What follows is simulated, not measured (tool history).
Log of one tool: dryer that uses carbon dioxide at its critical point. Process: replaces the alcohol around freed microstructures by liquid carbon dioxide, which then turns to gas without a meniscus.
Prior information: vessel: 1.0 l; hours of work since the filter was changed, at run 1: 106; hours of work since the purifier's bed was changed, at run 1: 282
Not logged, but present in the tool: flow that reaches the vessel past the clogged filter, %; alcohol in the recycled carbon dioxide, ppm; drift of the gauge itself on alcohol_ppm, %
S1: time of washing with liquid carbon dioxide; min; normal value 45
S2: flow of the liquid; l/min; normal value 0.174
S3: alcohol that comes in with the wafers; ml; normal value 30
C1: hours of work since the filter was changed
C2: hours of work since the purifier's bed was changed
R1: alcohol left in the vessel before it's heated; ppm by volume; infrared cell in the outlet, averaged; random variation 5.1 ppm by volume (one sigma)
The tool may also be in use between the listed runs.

Run 1, hour 0.0: usual settings; C1 106; C2 282. Result: R1 149 ppm by volume.
Run 2, hour 31.9: usual settings; C1 121; C2 297. Result: R1 146 ppm by volume.
Run 3, hour 57.9: usual settings; C1 133; C2 309. Result: R1 155 ppm by volume.
Run 4, hour 94.3: usual settings; C1 150; C2 326. Result: R1 161 ppm by volume.
Run 5, hour 123.2: usual settings; C1 164; C2 339. Result: R1 155 ppm by volume.
Run 6, hour 140.8: usual settings but S2 0.119 l/min; C1 172; C2 348. Result: R1 584 ppm by volume.
Run 7, hour 173.1: usual settings but S2 0.195 l/min; C1 187; C2 363. Result: R1 132 ppm by volume.
Run 8, hour 196.3: usual settings but S2 0.195 l/min; C1 198; C2 374. Result: R1 137 ppm by volume.
Run 9, hour 236.1: usual settings but S3 41 ml; C1 217; C2 392. Result: R1 213 ppm by volume.
Run 10, hour 271.7: usual settings but S1 49 min, S3 41 ml; C1 234; C2 409. Result: R1 173 ppm by volume.
Run 11, hour 300.3: usual settings but S3 42 ml; C1 247; C2 423. Result: R1 233 ppm by volume.
Run 12, hour 340.1: usual settings but S3 42 ml; C1 266; C2 441. Result: R1 226 ppm by volume.
Run 13, hour 376.4: usual settings but S2 0.109 l/min; C1 283; C2 458. Result: R1 864 ppm by volume.
Run 14, hour 394.0: usual settings but S2 0.109 l/min; C1 291; C2 467. Result: R1 892 ppm by volume.
Run 15, hour 423.9: usual settings but S2 0.109 l/min; C1 305; C2 481. Result: R1 899 ppm by volume.
Run 16, hour 453.0: usual settings but S2 0.109 l/min; C1 319; C2 494. Result: R1 908 ppm by volume.
Run 17, hour 483.9: usual settings but S2 0.154 l/min; C1 333; C2 509. Result: R1 303 ppm by volume.
Run 18, hour 512.5: usual settings but S2 0.154 l/min; C1 347; C2 522. Result: R1 305 ppm by volume.
Run 19, hour 548.3: usual settings but S3 80 ml; C1 364; C2 539. Result: R1 403 ppm by volume.
Run 20, hour 588.7: usual settings but S3 80 ml; C1 383; C2 558. Result: R1 396 ppm by volume.
Run 21, hour 629.1: usual settings but S2 0.172 l/min; C1 402; C2 577. Result: R1 243 ppm by volume.
At hour 663.0: inlet filter changed.
Run 22, hour 663.0: usual settings but S2 0.172 l/min; C1 0; C2 592. Result: R1 210 ppm by volume.
Run 23, hour 686.4: usual settings but S2 0.172 l/min; C1 11; C2 603. Result: R1 218 ppm by volume.
Run 24, hour 720.0: usual settings but S1 44 min, S2 0.246 l/min, S3 115 ml; C1 27; C2 619. Result: R1 166 ppm by volume.
Run 25, hour 746.9: usual settings but S1 27 min, S2 0.233 l/min, S3 21 ml; C1 39; C2 632. Result: R1 308 ppm by volume.
Run 26, hour 766.2: usual settings but S1 62 min, S2 0.119 l/min, S3 34 ml; C1 48; C2 641. Result: R1 246 ppm by volume.
Run 27, hour 806.6: usual settings but S1 39 min, S2 0.119 l/min, S3 34 ml; C1 67; C2 660. Result: R1 1086 ppm by volume.
Run 28, hour 825.6: usual settings but S1 40 min, S2 0.162 l/min, S3 62 ml; C1 76; C2 669. Result: R1 587 ppm by volume.
Run 29, hour 857.2: usual settings but S1 53 min, S2 0.133 l/min, S3 25 ml; C1 91; C2 684. Result: R1 269 ppm by volume.
Run 30, hour 895.1: usual settings but S1 38 min; C1 109; C2 702. Result: R1 337 ppm by volume.
Run 31, hour 935.4: usual settings; C1 128; C2 720. Result: R1 233 ppm by volume.
Run 32, hour 954.5: usual settings; C1 137; C2 729. Result: R1 242 ppm by volume.
Run 33, hour 971.3: usual settings but S1 29 min, S2 0.121 l/min, S3 74 ml; C1 145; C2 737. Result: R1 5235 ppm by volume.
Run 34, hour 994.9: usual settings but S1 29 min, S2 0.121 l/min, S3 83 ml; C1 156; C2 748. Result: R1 5881 ppm by volume.
Run 35, hour 1020.6: usual settings but S1 29 min, S2 0.121 l/min, S3 83 ml; C1 168; C2 760. Result: R1 6026 ppm by volume.
Run 36, hour 1046.9: usual settings but S1 34 min, S2 0.109 l/min, S3 111 ml; C1 180; C2 773. Result: R1 6873 ppm by volume.
Run 37, hour 1085.1: usual settings but S1 34 min, S2 0.109 l/min, S3 111 ml; C1 198; C2 791. Result: R1 7047 ppm by volume.
Run 38, hour 1120.0: usual settings but S3 97 ml; C1 215; C2 807. Result: R1 454 ppm by volume.
Run 39, hour 1154.0: usual settings but S1 69 min; C1 231; C2 823. Result: R1 177 ppm by volume.
Run 40, hour 1177.2: usual settings but S1 69 min; C1 242; C2 834. Result: R1 182 ppm by volume.
Run 41, hour 1206.2: usual settings but S1 32 min, S2 0.154 l/min, S3 25 ml; C1 255; C2 848. Result: R1 827 ppm by volume.
Run 42, hour 1227.6: usual settings but S1 32 min, S2 0.173 l/min, S3 26 ml; C1 265; C2 858. Result: R1 616 ppm by volume.
Run 43, hour 1244.4: usual settings but S1 32 min, S2 0.286 l/min, S3 26 ml; C1 273; C2 866. Result: R1 216 ppm by volume.
Run 44, hour 1281.8: usual settings but S1 48 min, S2 0.178 l/min; C1 291; C2 883. Result: R1 253 ppm by volume.
Run 45, hour 1317.1: usual settings but S1 48 min, S2 0.178 l/min; C1 307; C2 900. Result: R1 254 ppm by volume.
Run 46, hour 1342.5: usual settings but S1 28 min, S2 0.149 l/min; C1 319; C2 912. Result: R1 1617 ppm by volume.

Measured result minus the same run's result without the hidden state. Both carry the same run-to-run variation, though not necessarily the same gauge scatter:
run    R1
  1   +71
  2   +76
  3   +80
  4   +82
  5   +86
  6  +138
  7   +88
  8   +91
  9  +108
 10  +106
 11  +122
 12  +127
 13  +236
 14  +248
 15  +257
 16  +265
 17  +162
 18  +168
 19  +211
 20  +217
 21  +165
 22  +125
 23  +132
 24  +134
 25  +142
 26  +141
 27  +188
 28  +176
 29  +159
 30  +166
 31  +167
 32  +169
 33  +528
 34  +604
 35  +656
 36  +799
 37  +880
 38  +232
 39  +176
 40  +181
 41  +289
 42  +263
 43  +198
 44  +210
 45  +212
 46  +446
